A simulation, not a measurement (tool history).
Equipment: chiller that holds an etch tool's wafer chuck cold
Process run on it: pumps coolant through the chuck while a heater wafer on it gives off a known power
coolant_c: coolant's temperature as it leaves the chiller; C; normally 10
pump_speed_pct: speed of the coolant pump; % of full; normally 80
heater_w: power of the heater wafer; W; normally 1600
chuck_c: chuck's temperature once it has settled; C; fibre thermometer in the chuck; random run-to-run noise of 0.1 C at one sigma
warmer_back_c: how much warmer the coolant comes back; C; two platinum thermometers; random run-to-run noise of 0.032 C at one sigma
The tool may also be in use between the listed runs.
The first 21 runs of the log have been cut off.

run     day  coolant_c  pump_speed_pct  heater_w  hours since the coolant was changed and the channels were flushed  hours since the pump was overhauled  hours since the chiller's thermometer was calibrated  chuck_c  warmer_back_c
 22  46.154         17              72      1190                                                                327                                 3568                                                  2534     31.6           3.15
 23  48.217         17              72      1190                                                                377                                 3618                                                  2584     31.5           3.15
 24  50.108          6              90       999                                                                422                                 3663                                                  2629     15.7           2.04
 25  52.062          6              90       999                                                                469                                 3710                                                  2676     15.8           2.06
 26  53.533          6              90       999                                                                504                                 3746                                                  2711     15.7           2.03
 27  55.554          6              90       999                                                                553                                 3794                                                  2760     15.8           2.07
     58.554  -- chiller's thermometer calibrated
 28  58.762          6              90       999                                                                629                                 3870                                                     5     15.9           2.04
 29  62.029          6              90       999                                                                707                                 3949                                                    83     15.9           2.11
 30  64.158          6              90       999                                                                758                                 4000                                                   135     15.9           2.03
 31  66.858         14              77      1567                                                                823                                 4064                                                   199       32           3.86

Consider 3 possible next runs. They are alternatives, not a sequence: every one starts from the tool as it was left by run 31. What does each give?
  A  68.908         10              76      1600                                                                872                                 4114                                                   249        ?              ?
  B  68.908          8              77      1567                                                                872                                 4114                                                   249        ?              ?
  C  68.908         12              77      1567                                                                872                                 4114                                                   249        ?              ?

run  chuck_c  warmer_back_c
  A     28.7           4.03
  B     26.1            3.9
  C     29.8           3.86
With no hidden state in the tool, these same runs would have given:
run  chuck_c  warmer_back_c
  A     28.7           4.02
  B     26.1            3.9
  C     29.8           3.86

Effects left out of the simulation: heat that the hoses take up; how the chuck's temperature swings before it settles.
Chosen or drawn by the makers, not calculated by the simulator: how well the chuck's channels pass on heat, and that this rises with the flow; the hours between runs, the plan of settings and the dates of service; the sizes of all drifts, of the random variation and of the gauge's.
